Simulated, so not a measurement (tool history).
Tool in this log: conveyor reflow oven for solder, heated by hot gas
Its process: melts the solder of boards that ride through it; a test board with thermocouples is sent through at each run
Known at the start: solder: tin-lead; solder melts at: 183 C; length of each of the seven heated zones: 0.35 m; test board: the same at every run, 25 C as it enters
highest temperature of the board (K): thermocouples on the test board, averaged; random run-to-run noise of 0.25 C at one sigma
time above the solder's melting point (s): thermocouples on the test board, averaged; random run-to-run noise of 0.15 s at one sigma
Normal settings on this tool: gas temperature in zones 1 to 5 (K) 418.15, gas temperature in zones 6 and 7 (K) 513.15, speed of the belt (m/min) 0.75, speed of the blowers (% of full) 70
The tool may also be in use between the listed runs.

| run | hour | gas temperature in zones 1 to 5 (K) | gas temperature in zones 6 and 7 (K) | speed of the belt (m/min) | speed of the blowers (% of full) | highest temperature of the board (K) | time above the solder's melting point (s) |
|---|---|---|---|---|---|---|---|
| 1 | 0 | 418.15 | 513.15 | 0.75 | 70 | 496.65 | 47.4 |
| 2 | 8.5 | 418.15 | 513.15 | 0.75 | 70 | 496.05 | 47.3 |
| 3 | 21.1 | 418.15 | 513.15 | 0.75 | 70 | 496.45 | 47.3 |
| 4 | 30.3 | 418.15 | 513.15 | 0.75 | 70 | 496.35 | 47 |
| 5 | 37 | 418.15 | 513.15 | 0.75 | 70 | 495.95 | 47.4 |
| 6 | 50 | 418.15 | 513.15 | 0.75 | 70 | 496.05 | 46.9 |
| 7 | 63.6 | 418.15 | 513.15 | 0.75 | 70 | 496.15 | 47.1 |
|  | 69.8 | flux residue cleaned out of gas plates and filters |
| 8 | 77.3 | 418.15 | 513.15 | 0.75 | 70 | 495.05 | 46.5 |
| 9 | 88.5 | 418.15 | 513.15 | 0.75 | 70 | 495.35 | 46.6 |
|  | 104.3 | flux residue cleaned out of gas plates and filters, once more |
| 10 | 109.5 | 418.15 | 513.15 | 0.75 | 70 | 498.45 | 48.7 |
| 11 | 121.1 | 418.15 | 513.15 | 0.75 | 70 | 498.45 | 48.6 |
| 12 | 130.9 | 418.15 | 513.15 | 0.75 | 70 | 498.75 | 48.6 |
| 13 | 143.2 | 418.15 | 513.15 | 0.75 | 70 | 498.55 | 48.4 |
| 14 | 153 | 428.15 | 512.15 | 0.695 | 70 | 501.25 | 57 |
| 15 | 162.7 | 424.15 | 522.15 | 0.663 | 76 | 511.85 | 62 |
| 16 | 176.7 | 410.15 | 513.15 | 0.625 | 56 | 500.45 | 57.5 |
| 17 | 185.8 | 416.15 | 513.15 | 0.625 | 56 | 501.45 | 59.6 |
| 18 | 193.6 | 418.15 | 504.15 | 0.739 | 70 | 490.85 | 45.5 |
| 19 | 208.9 | 418.15 | 516.15 | 0.739 | 70 | 501.55 | 50.4 |
| 20 | 218.9 | 419.15 | 509.15 | 0.867 | 70 | 489.75 | 37.8 |
| 21 | 234.7 | 430.15 | 509.15 | 0.867 | 70 | 492.25 | 42.6 |

Each row is a separate what-if for the run after 21, all from the same tool condition, not one after another. Results?
| A | 248.9 | 412.15 | 513.15 | 0.667 | 70 | ? | ? |
| B | 248.9 | 411.15 | 514.15 | 0.75 | 71 | ? | ? |
| C | 248.9 | 408.15 | 513.15 | 0.75 | 70 | ? | ? |
| D | 248.9 | 426.15 | 528.15 | 0.848 | 70 | ? | ? |

| run | highest temperature of the board (K) | time above the solder's melting point (s) |
|---|---|---|
| A | 501.05 | 54.4 |
| B | 497.95 | 46.3 |
| C | 496.55 | 44.8 |
| D | 508.65 | 48.5 |
With no hidden state in the tool, these same runs would have given:
| run | highest temperature of the board (K) | time above the solder's melting point (s) |
|---|---|---|
| A | 500.25 | 53.4 |
| B | 497.25 | 45.5 |
| C | 495.85 | 44 |
| D | 508.05 | 47.6 |
